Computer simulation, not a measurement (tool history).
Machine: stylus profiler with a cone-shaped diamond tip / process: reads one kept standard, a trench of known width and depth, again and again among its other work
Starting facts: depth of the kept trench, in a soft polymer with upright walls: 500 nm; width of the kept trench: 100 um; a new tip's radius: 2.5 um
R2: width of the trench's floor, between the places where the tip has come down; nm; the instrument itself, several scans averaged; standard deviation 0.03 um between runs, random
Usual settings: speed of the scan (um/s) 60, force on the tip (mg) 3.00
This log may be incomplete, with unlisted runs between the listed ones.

{"run": 1, "hour": 0.0, "speed of the scan (um/s)": 60, "force on the tip (mg)": 3.0, "depth of the trench (Å)": 5040.5, "R2": 95600}
{"run": 2, "hour": 62.6, "speed of the scan (um/s)": 60, "force on the tip (mg)": 3.0, "depth of the trench (Å)": 5041.2, "R2": 95600}
{"run": 3, "hour": 151.8, "speed of the scan (um/s)": 60, "force on the tip (mg)": 3.16, "depth of the trench (Å)": 5043.2, "R2": 95600}
{"run": 4, "hour": 199.9, "speed of the scan (um/s)": 60, "force on the tip (mg)": 3.16, "depth of the trench (Å)": 5042.1, "R2": 95550}
{"run": 5, "hour": 273.9, "speed of the scan (um/s)": 60, "force on the tip (mg)": 3.16, "depth of the trench (Å)": 5041.8, "R2": 95490}
{"run": 6, "hour": 361.1, "speed of the scan (um/s)": 60, "force on the tip (mg)": 3.16, "depth of the trench (Å)": 5041.5, "R2": 95520}
{"run": 7, "hour": 408.6, "speed of the scan (um/s)": 60, "force on the tip (mg)": 3.16, "depth of the trench (Å)": 5041.6, "R2": 95460}
{"run": 8, "hour": 497.9, "speed of the scan (um/s)": 60, "force on the tip (mg)": 1.13, "depth of the trench (Å)": 5016.4, "R2": 95260}
{"run": 9, "hour": 554.2, "speed of the scan (um/s)": 60, "force on the tip (mg)": 1.13, "depth of the trench (Å)": 5016.0, "R2": 95250}
{"run": 10, "hour": 629.0, "speed of the scan (um/s)": 60, "force on the tip (mg)": 1.13, "depth of the trench (Å)": 5015.8, "R2": 95190}
{"run": 11, "hour": 720.6, "speed of the scan (um/s)": 60, "force on the tip (mg)": 1.13, "depth of the trench (Å)": 5016.4, "R2": 95180}
{"run": 12, "hour": 761.3, "speed of the scan (um/s)": 60, "force on the tip (mg)": 4.0, "depth of the trench (Å)": 5049.3, "R2": 95460}
{"run": 13, "hour": 836.6, "speed of the scan (um/s)": 210, "force on the tip (mg)": 4.0, "depth of the trench (Å)": 5049.9, "R2": 94660}
{"run": 14, "hour": 908.6, "speed of the scan (um/s)": 123, "force on the tip (mg)": 3.0, "depth of the trench (Å)": 5038.6, "R2": 95010}
{"run": 15, "hour": 954.2, "speed of the scan (um/s)": 46, "force on the tip (mg)": 3.0, "depth of the trench (Å)": 5037.6, "R2": 95410}
{"run": 16, "hour": 1018.7, "speed of the scan (um/s)": 60, "force on the tip (mg)": 3.0, "depth of the trench (Å)": 5037.5, "R2": 95270}
{"run": 17, "hour": 1102.3, "speed of the scan (um/s)": 60, "force on the tip (mg)": 2.11, "depth of the trench (Å)": 5028.2, "R2": 95120}
{"run": 18, "hour": 1151.6, "speed of the scan (um/s)": 60, "force on the tip (mg)": 2.11, "depth of the trench (Å)": 5027.2, "R2": 95180}
{"run": 19, "hour": 1204.8, "speed of the scan (um/s)": 139, "force on the tip (mg)": 2.61, "depth of the trench (Å)": 5033.9, "R2": 94710}
{"run": 20, "hour": 1259.7, "speed of the scan (um/s)": 31, "force on the tip (mg)": 1.25, "depth of the trench (Å)": 5015.8, "R2": 95250}
{"run": 21, "hour": 1332.5, "speed of the scan (um/s)": 23, "force on the tip (mg)": 1.84, "depth of the trench (Å)": 5024.0, "R2": 95410}
{"run": 22, "hour": 1369.4, "speed of the scan (um/s)": 17, "force on the tip (mg)": 8.59, "depth of the trench (Å)": 5087.5, "R2": 95460}
{"run": 23, "hour": 1446.9, "speed of the scan (um/s)": 194, "force on the tip (mg)": 1.65, "depth of the trench (Å)": 5021.5, "R2": 94040}
{"run": 24, "hour": 1500.7, "speed of the scan (um/s)": 34, "force on the tip (mg)": 1.87, "depth of the trench (Å)": 5023.4, "R2": 95240}
{"run": 25, "hour": 1549.5, "speed of the scan (um/s)": 77, "force on the tip (mg)": 3.63, "depth of the trench (Å)": 5044.1, "R2": 95030}
{"run": 26, "hour": 1603.0, "speed of the scan (um/s)": 88, "force on the tip (mg)": 2.25, "depth of the trench (Å)": 5027.9, "R2": 94850}
{"hour": 1636.3, "done": "height scale calibrated on a step standard"}
{"run": 27, "hour": 1672.6, "speed of the scan (um/s)": 27, "force on the tip (mg)": 3.99, "depth of the trench (Å)": 5061.2, "R2": 95280}
{"run": 28, "hour": 1729.0, "speed of the scan (um/s)": 73, "force on the tip (mg)": 4.94, "depth of the trench (Å)": 5070.2, "R2": 95030}
{"run": 29, "hour": 1805.1, "speed of the scan (um/s)": 59, "force on the tip (mg)": 3.0, "depth of the trench (Å)": 5050.4, "R2": 95040}
{"run": 30, "hour": 1882.5, "speed of the scan (um/s)": 19, "force on the tip (mg)": 2.12, "depth of the trench (Å)": 5040.1, "R2": 95240}
{"run": 31, "hour": 1930.6, "speed of the scan (um/s)": 33, "force on the tip (mg)": 3.06, "depth of the trench (Å)": 5050.3, "R2": 95170}
{"run": 32, "hour": 2000.9, "speed of the scan (um/s)": 33, "force on the tip (mg)": 3.06, "depth of the trench (Å)": 5050.6, "R2": 95130}
{"run": 33, "hour": 2048.4, "speed of the scan (um/s)": 60, "force on the tip (mg)": 8.68, "depth of the trench (Å)": 5101.4, "R2": 95120}
{"run": 34, "hour": 2090.6, "speed of the scan (um/s)": 83, "force on the tip (mg)": 5.8, "depth of the trench (Å)": 5076.2, "R2": 94990}

Each row is a separate what-if for the run after 34, all from the same tool condition, not one after another. Results?
{"run": "A", "hour": 2136.5, "speed of the scan (um/s)": 60, "force on the tip (mg)": 8.77, "depth of the trench (Å)": "?", "R2": "?"}
{"run": "B", "hour": 2136.5, "speed of the scan (um/s)": 83, "force on the tip (mg)": 1.32, "depth of the trench (Å)": "?", "R2": "?"}
{"run": "C", "hour": 2136.5, "speed of the scan (um/s)": 37, "force on the tip (mg)": 1.14, "depth of the trench (Å)": "?", "R2": "?"}

run=A depth_of_the_trench_(Å)=5101.0 R2=95070
run=B depth_of_the_trench_(Å)=5028.3 R2=94610
run=C depth_of_the_trench_(Å)=5026.2 R2=94970
The same runs, with their run-to-run variation unchanged, on a tool lacking any hidden condition would have given:
run=A depth_of_the_trench_(Å)=5100.7 R2=96790
run=B depth_of_the_trench_(Å)=5028.0 R2=96330
run=C depth_of_the_trench_(Å)=5025.9 R2=96690

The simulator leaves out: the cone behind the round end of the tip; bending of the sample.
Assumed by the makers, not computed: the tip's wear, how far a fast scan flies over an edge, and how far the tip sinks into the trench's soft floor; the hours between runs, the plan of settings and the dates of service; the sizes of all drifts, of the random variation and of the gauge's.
